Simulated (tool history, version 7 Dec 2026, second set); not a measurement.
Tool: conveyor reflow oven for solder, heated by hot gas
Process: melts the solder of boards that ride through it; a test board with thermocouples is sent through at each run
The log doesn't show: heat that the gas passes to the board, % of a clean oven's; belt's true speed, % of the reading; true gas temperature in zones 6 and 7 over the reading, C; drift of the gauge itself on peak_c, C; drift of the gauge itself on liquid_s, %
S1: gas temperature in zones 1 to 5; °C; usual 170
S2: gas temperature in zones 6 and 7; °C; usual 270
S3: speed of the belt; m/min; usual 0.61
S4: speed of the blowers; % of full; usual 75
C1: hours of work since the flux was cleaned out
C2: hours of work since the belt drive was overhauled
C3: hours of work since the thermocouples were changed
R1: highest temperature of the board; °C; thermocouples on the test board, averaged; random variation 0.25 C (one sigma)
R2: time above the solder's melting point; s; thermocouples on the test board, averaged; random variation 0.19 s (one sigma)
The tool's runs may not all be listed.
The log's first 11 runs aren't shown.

run     day   S1   S2     S3  S4   C1    C2   C3     R1    R2
 12  20.671  170  270   0.61  83  382  1112  123  255.4  52.6
 13  22.812  170  270   0.61  83  421  1152  163  255.4  52.3
 14  24.188  170  270   0.61  83  447  1178  188  254.7  52.2
     25.317  -- flux residue cleaned out of gas plates and filters
 15  27.608  170  270   0.61  83   43  1237  248  255.1  52.2
 16  30.658  170  270   0.61  83   99  1294  305  255.2  52.4
 17  33.071  174  280  0.513  75  144  1338  349  268.3  72.2
 18  36.104  177  270  0.554  75  200  1395  405  257.8  61.8
 19    37.6  176  276  0.669  64  228  1422  433  253.8  47.3
 20  40.675  170  258  0.667  82  285  1479  490  241.8  38.3
 21  42.912  170  266  0.554  75  326  1521  532  252.6  56.6
     43.879  -- belt drive overhauled, speed set with a stopwatch
 22  45.671  170  266  0.554  75  374    33  580    253  56.8
 23  48.696  170  270  0.687  75  430    89  636  249.4  41.7
     50.679  -- flux residue cleaned out of gas plates and filters
 24  51.171  170  270  0.688  65    9   131  678  246.7  39.2
 25  52.921  170  270   0.61  63   42   164  710  250.4  48.3
 26  54.554  173  261   0.51  75   72   194  740  250.9  61.6
 27  56.271  173  261   0.51  64  104   226  772    249  59.5
     58.004  -- thermocouples of zones 6 and 7 changed
 28  58.783  173  261   0.51  53  149   271   14  246.3  56.9
 29  60.875  170  280  0.713  86  187   310   53  259.3  45.9
 30  62.621  170  280  0.496  83  220   342   86  269.9  74.6

Forecast each of these 3 alternatives for the next run:
  A  64.367  170  280  0.636  63  252  374  118   ?   ?
  B  64.367  170  273  0.496  54  252  374  118   ?   ?
  C  64.367  170  271  0.571  88  252  374  118   ?   ?

run     R1    R2
  A  257.8  50.2
  B  257.8  66.3
  C  258.5  58.9
Without the tool's hidden state the same runs would have given:
run     R1    R2
  A  257.8  50.2
  B  257.8  66.3
  C  258.5    59
